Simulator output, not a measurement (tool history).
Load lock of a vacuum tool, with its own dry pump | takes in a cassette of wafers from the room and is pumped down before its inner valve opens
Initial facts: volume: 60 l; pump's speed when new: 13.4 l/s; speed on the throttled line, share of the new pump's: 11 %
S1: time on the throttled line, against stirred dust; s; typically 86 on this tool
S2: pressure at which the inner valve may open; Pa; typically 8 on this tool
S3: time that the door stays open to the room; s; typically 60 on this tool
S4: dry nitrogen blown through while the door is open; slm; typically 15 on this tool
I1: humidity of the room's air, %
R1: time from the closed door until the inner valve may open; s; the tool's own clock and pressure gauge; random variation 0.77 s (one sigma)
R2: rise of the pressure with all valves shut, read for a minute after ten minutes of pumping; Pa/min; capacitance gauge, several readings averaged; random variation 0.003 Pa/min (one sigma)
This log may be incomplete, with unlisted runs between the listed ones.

Run 1, hour 0: usual settings; I1 49.4. Result: R1 121.2 s, R2 0.646 Pa/min.
Run 2, hour 250.1: usual settings; I1 44. Result: R1 121.8 s, R2 0.675 Pa/min.
At hour 322.4: door's seal changed, seat wiped.
Run 3, hour 563.6: usual settings; I1 47.7. Result: R1 121.2 s, R2 0.036 Pa/min.
Run 4, hour 771: usual settings; I1 45.6. Result: R1 121.8 s, R2 0.036 Pa/min.
Run 5, hour 950.8: usual settings but S1 91 s; I1 44. Result: R1 125.3 s, R2 0.046 Pa/min.
Run 6, hour 1096.6: usual settings but S1 91 s; I1 45.7. Result: R1 125.3 s, R2 0.05 Pa/min.
Run 7, hour 1318: usual settings but S1 91 s; I1 46.2. Result: R1 126.7 s, R2 0.058 Pa/min.
Run 8, hour 1627.4: usual settings but S1 91 s; I1 45.1. Result: R1 125.9 s, R2 0.084 Pa/min.
Run 9, hour 1855: usual settings but S1 91 s; I1 46.3. Result: R1 127 s, R2 0.098 Pa/min.
Run 10, hour 2154.4: usual settings but S4 42 slm; I1 44. Result: R1 122.4 s, R2 0.109 Pa/min.
Run 11, hour 2449.5: usual settings; I1 44.6. Result: R1 124.1 s, R2 0.142 Pa/min.
Run 12, hour 2613.5: usual settings; I1 46.6. Result: R1 122.5 s, R2 0.155 Pa/min.
Run 13, hour 2841: usual settings; I1 46.7. Result: R1 120.8 s, R2 0.182 Pa/min.
Run 14, hour 3026.7: usual settings but S3 171 s; I1 42.9. Result: R1 121.9 s, R2 0.205 Pa/min.
Run 15, hour 3340.6: usual settings; I1 47.6. Result: R1 122.7 s, R2 0.221 Pa/min.
Run 16, hour 3475.9: usual settings; I1 46.9. Result: R1 122.9 s, R2 0.237 Pa/min.
Run 17, hour 3711.1: usual settings but S4 13 slm; I1 45.8. Result: R1 122.4 s, R2 0.269 Pa/min.
Run 18, hour 3923: usual settings but S4 13 slm; I1 47.9. Result: R1 122.6 s, R2 0.294 Pa/min.
Run 19, hour 4119.8: usual settings but S2 6 Pa; I1 46. Result: R1 124.2 s, R2 0.308 Pa/min.
Run 20, hour 4266: usual settings but S1 68 s, S2 9 Pa, S3 44 s, S4 10 slm; I1 42.9. Result: R1 107 s, R2 0.324 Pa/min.
Run 21, hour 4419: usual settings but S1 68 s, S2 14 Pa, S3 44 s, S4 10 slm; I1 45.9. Result: R1 105.3 s, R2 0.34 Pa/min.
Run 22, hour 4692.6: usual settings but S4 7 slm; I1 45.5. Result: R1 123.3 s, R2 0.389 Pa/min.
Run 23, hour 4986.1: usual settings but S1 144 s, S3 92 s, S4 7 slm; I1 45.6. Result: R1 173 s, R2 0.447 Pa/min.
Run 24, hour 5283.6: usual settings but S1 70 s, S4 14 slm; I1 47.8. Result: R1 110.6 s, R2 0.476 Pa/min.
Run 25, hour 5581.8: usual settings but S1 87 s, S3 108 s, S4 14 slm; I1 45.9. Result: R1 123.7 s, R2 0.53 Pa/min.
Run 26, hour 5900.2: usual settings but S1 87 s, S3 108 s, S4 14 slm; I1 44.4. Result: R1 124.8 s, R2 0.578 Pa/min.
Run 27, hour 6173.7: usual settings but S1 87 s, S3 108 s, S4 14 slm; I1 43.8. Result: R1 123.9 s, R2 0.618 Pa/min.
Run 28, hour 6424.9: usual settings but S2 14 Pa, S4 22 slm; I1 45.8. Result: R1 121.1 s, R2 0.634 Pa/min.
At hour 6579.9: door's seal changed, seat wiped.
Run 29, hour 6733.3: usual settings but S1 43 s, S2 11 Pa, S4 19 slm; I1 44.7. Result: R1 83.6 s, R2 0.024 Pa/min.
Run 30, hour 6985.2: usual settings but S1 43 s, S2 11 Pa, S4 19 slm; I1 44.4. Result: R1 84.5 s, R2 0.027 Pa/min.
Run 31, hour 7297.5: usual settings but S3 29 s; I1 45.4. Result: R1 123.6 s, R2 0.042 Pa/min.
Run 32, hour 7471.6: usual settings but S3 67 s; I1 41.9. Result: R1 123.3 s, R2 0.064 Pa/min.
Run 33, hour 7753.3: usual settings but S1 150 s, S2 7 Pa, S3 43 s, S4 43 slm; I1 45.3. Result: R1 179.7 s, R2 0.063 Pa/min.
Run 34, hour 8000.4: usual settings but S3 83 s, S4 20 slm; I1 49.3. Result: R1 122.8 s, R2 0.09 Pa/min.
Run 35, hour 8244.2: usual settings but S1 162 s; I1 43.2. Result: R1 190.8 s, R2 0.105 Pa/min.
Run 36, hour 8535.9: usual settings but S1 162 s, S2 11 Pa, S4 12 slm; I1 46.8. Result: R1 189.7 s, R2 0.134 Pa/min.
Run 37, hour 8695.1: usual settings but S1 58 s, S3 59 s, S4 8 slm; I1 42.8. Result: R1 100.4 s, R2 0.14 Pa/min.
Run 38, hour 8921.2: usual settings but S1 85 s, S4 5 slm; I1 45.4. Result: R1 122.5 s, R2 0.168 Pa/min.

Predict each of these 3 candidate next runs independently; none follows another, all start after run 38:
Run A, hour 9059: usual settings but S1 85 s, S2 13 Pa, S4 19 slm; I1 45.9. Result: R1 ?, R2 ?.
Run B, hour 9059: usual settings but S3 50 s, S4 9 slm; I1 44.4. Result: R1 ?, R2 ?.
Run C, hour 9059: usual settings but S1 81 s, S2 7 Pa, S3 58 s; I1 46.3. Result: R1 ?, R2 ?.

run     R1     R2
  A  120.2  0.178
  B  124.5  0.172
  C  120.5  0.171
With no hidden state in the tool, these same runs would have given:
run     R1     R2
  A  115.1  0.022
  B  118.9   0.02
  C  114.8  0.018
